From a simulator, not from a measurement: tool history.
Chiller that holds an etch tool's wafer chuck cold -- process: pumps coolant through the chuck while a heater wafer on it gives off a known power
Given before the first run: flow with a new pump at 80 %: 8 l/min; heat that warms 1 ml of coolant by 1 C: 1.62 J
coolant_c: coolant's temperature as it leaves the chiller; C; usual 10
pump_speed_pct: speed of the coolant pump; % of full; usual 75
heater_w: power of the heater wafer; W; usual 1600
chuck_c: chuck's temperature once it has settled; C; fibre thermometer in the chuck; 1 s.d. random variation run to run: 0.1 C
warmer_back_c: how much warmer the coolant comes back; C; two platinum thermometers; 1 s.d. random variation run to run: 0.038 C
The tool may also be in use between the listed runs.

run    hour  coolant_c  pump_speed_pct  heater_w  chuck_c  warmer_back_c
  1     0.0         10              75      1600     25.4           8.18
  2    56.8         10              75      1600     25.3           8.16
  3   169.0         10              75      1600     25.4           8.22
  4   237.9         10              62      1600     28.2          10.12
      249.4  -- chiller's thermometer calibrated
  5   341.8         15              75      1600     29.8           8.12
  6   439.9         15              75      1600     29.9           8.21
  7   514.6         10              75      1600     24.9           8.25
  8   574.5         10              75      1600     25.1           8.18
  9   694.5         10              75      1600     25.2           8.19
 10   804.0         10              75      1600     25.0           8.14
 11   877.4         10              75      1600     25.0           8.26
 12   961.9         10              75      1600     25.2           8.24
 13  1036.2         10              75      1600     25.3           8.17
 14  1114.0         14              75      1600     29.2           8.18
 15  1227.7         14              68      1600     30.7           9.16
 16  1289.8         14              67      1600     30.9           9.38
 17  1369.3         17              68      1315     30.8           7.52
     1386.5  -- coolant pump overhauled
 18  1475.0          3             100      1315     13.0           4.92
 19  1591.2          1              89      2262     19.9           9.80
     1647.6  -- coolant pump overhauled, once more
 20  1683.7          1              89      2262     19.6           9.30
 21  1763.6         19              75      1377     32.1           6.89
 22  1878.6          4              72       993     14.1           5.23
 23  1995.4          8              71      1289     21.1           6.96
 24  2075.5          8              71      1289     21.0           6.87
 25  2150.9          5              79      1600     19.7           7.57
 26  2260.9         18              65       924     28.3           5.42
 27  2321.0          6              79      1386     18.8           6.63
 28  2407.4          9              75      1600     24.7           8.03
 29  2518.6         19              84      2195     38.3           9.72
 30  2622.7         19              84      1372     31.3           6.08
 31  2703.9         19              63      2390     46.4          14.72
 32  2796.2         15              75      1206     27.0           6.10

Consider 3 possible next runs. They are alternatives, not a sequence: every one starts from the tool as it was left by run 32. What does each give?
  A  2871.9         20              85      1802        ?              ?
  B  2871.9         10              63      1600        ?              ?
  C  2871.9         11              72      1630        ?              ?

run  chuck_c  warmer_back_c
  A     36.0           7.92
  B     28.6           9.87
  C     27.8           8.58
Without the tool's unlogged condition, the same runs would have read:
run  chuck_c  warmer_back_c
  A     33.6           7.78
  B     25.9           9.71
  C     25.3           8.43
